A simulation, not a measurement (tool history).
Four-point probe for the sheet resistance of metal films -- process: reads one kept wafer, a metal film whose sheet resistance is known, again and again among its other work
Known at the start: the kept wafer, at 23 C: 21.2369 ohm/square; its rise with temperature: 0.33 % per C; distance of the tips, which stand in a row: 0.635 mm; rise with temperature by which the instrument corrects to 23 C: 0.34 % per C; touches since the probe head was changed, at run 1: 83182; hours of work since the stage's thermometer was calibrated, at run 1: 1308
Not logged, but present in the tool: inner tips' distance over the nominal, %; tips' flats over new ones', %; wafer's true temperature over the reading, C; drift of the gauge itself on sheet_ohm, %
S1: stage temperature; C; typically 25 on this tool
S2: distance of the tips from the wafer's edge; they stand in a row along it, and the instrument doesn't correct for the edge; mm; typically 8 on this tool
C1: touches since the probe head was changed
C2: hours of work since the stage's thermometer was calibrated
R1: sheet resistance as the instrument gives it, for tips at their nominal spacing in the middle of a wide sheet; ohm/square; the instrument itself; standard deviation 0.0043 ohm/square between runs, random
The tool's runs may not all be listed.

run,hour,S1,S2,C1,C2,R1
1,0.0,25,8,83182,1308,21.209623
2,57.4,25,8,86142,1349,21.203865
3,103.6,26,8,88530,1382,21.204763
# hour 148.6: stage's thermometer calibrated
4,150.6,25,8,90928,1,21.193601
5,222.2,25,5,94622,52,21.302084
6,286.9,26,5,97962,99,21.298408
7,331.8,25,8,100274,130,21.184025
8,407.0,25,8,104159,184,21.179519
9,458.6,25,8,106817,221,21.182272
10,498.0,21,8,108850,249,21.193333
11,582.0,21,8,113186,309,21.187620
12,622.1,21,8,115256,337,21.188237
13,667.9,21,8,117618,370,21.186449
14,731.6,21,8,120903,415,21.182967
15,771.2,21,8,122950,443,21.181060
16,808.2,21,8,124855,470,21.179457
17,856.7,26,4,127362,504,21.381569
18,932.1,26,4,131248,558,21.390384
19,985.3,24,7,133996,596,21.181123
20,1023.0,22,4,135941,623,21.381237
21,1109.1,32,12,140381,684,21.116435
22,1172.9,32,12,143676,730,21.118145
23,1219.2,32,12,146063,763,21.103428
24,1254.9,31,8,147903,788,21.161722
25,1317.8,31,8,151148,833,21.157633
26,1379.6,31,8,154340,877,21.137589
27,1465.1,31,11,158753,938,21.115242
28,1503.6,22,51,160736,965,21.089644

Consider 5 possible next runs. They are alternatives, not a sequence: every one starts from the tool as it was left by run 28. What does each give?
A,1576.9,19,58,164519,1017,?
B,1576.9,34,8,164519,1017,?
C,1576.9,21,8,164519,1017,?
D,1576.9,25,24,164519,1017,?
E,1576.9,22,9,164519,1017,?

run,R1
A,21.094568
B,21.142843
C,21.166832
D,21.097245
E,21.152965
The same runs, with their run-to-run variation unchanged, on a tool lacking any hidden condition would have given:
run,R1
A,21.243211
B,21.292777
C,21.316080
D,21.246312
E,21.302193
